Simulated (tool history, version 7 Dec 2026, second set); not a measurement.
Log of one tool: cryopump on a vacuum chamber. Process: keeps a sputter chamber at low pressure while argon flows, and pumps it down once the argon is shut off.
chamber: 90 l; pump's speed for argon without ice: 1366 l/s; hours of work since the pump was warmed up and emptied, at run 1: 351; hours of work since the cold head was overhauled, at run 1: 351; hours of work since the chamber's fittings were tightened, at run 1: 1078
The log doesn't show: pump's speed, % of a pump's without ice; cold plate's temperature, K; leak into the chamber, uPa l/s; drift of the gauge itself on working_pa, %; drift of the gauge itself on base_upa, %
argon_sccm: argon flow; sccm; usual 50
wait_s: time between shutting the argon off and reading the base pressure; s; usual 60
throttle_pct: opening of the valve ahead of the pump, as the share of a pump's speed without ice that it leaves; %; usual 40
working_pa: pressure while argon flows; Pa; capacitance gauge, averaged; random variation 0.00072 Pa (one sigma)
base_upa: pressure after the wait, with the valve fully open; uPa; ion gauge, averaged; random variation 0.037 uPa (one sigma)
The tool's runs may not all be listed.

run	hour	argon_sccm	wait_s	throttle_pct	hours of work since the pump was warmed up and emptied	hours of work since the cold head was overhauled	hours of work since the chamber's fittings were tightened	working_pa	base_upa
1	0.0	50	60	40	351	351	1078	0.1607	3.90
2	10.8	50	60	40	359	359	1086	0.1599	3.87
3	21.0	50	60	40	366	366	1094	0.1609	3.98
4	37.1	50	60	20	378	378	1106	0.3132	3.93
5	55.9	32	60	40	392	392	1120	0.1030	3.95
6	67.1	50	60	30	401	401	1128	0.2135	4.08
7	75.8	50	60	30	407	407	1135	0.2110	3.99
8	87.2	50	60	36	416	416	1143	0.1776	3.97
9	106.0	50	60	36	430	430	1157	0.1766	4.03
10	124.9	50	60	36	444	444	1172	0.1795	4.05
11	138.9	50	60	36	455	455	1182	0.1785	4.15
12	152.1	50	60	16	464	464	1192	0.3936	4.18
13	166.0	50	60	37	475	475	1202	0.1743	4.26
14	180.2	50	60	43	485	485	1213	0.1498	4.28
15	189.9	50	60	43	493	493	1220	0.1514	4.28
16	203.4	50	60	43	503	503	1230	0.1506	4.36
17	218.8	66	60	43	514	514	1242	0.2003	4.34
18	232.5	40	60	33	525	525	1252	0.1562	4.23
19	247.0	47	31	40	535	535	1263	0.1523	6.05
20	264.6	47	31	40	549	549	1276	0.1521	5.95
21	272.6	29	60	47	555	555	1282	0.0808	4.41
22	286.6	31	220	28	565	565	1292	0.1409	3.09
23	304.4	31	220	28	578	578	1306	0.1411	3.12
24	323.6	30	60	21	593	593	1320	0.1818	4.36
25	332.1	30	60	21	599	599	1326	0.1813	4.32
26	340.0	30	60	21	605	605	1332	0.1803	4.45
27	358.9	30	60	21	619	619	1346	0.1815	4.64
28	368.9	37	299	27	627	627	1354	0.1743	2.90
29	383.8	37	299	27	638	638	1365	0.1765	3.09
30	393.6	38	99	27	645	645	1372	0.1801	3.84
# hour 404.6: leaking fittings of the chamber tightened, without venting
31	411.7	38	99	27	657	657	5	0.1811	1.41
32	427.5	20	32	25	669	669	17	0.1025	3.85
33	439.4	20	32	25	678	678	26	0.1023	3.72
34	454.3	21	80	19	689	689	37	0.1412	1.75

Forecast each of these 3 alternatives for the next run:
A	467.9	56	80	19	699	699	47	?	?
B	467.9	50	60	37	699	699	47	?	?
C	467.9	21	87	19	699	699	47	?	?

run	working_pa	base_upa
A	0.3709	1.75
B	0.1756	2.15
C	0.1401	1.62
Without the tool's hidden state the same runs would have given:
run	working_pa	base_upa
A	0.3608	1.60
B	0.1666	2.00
C	0.1363	1.47

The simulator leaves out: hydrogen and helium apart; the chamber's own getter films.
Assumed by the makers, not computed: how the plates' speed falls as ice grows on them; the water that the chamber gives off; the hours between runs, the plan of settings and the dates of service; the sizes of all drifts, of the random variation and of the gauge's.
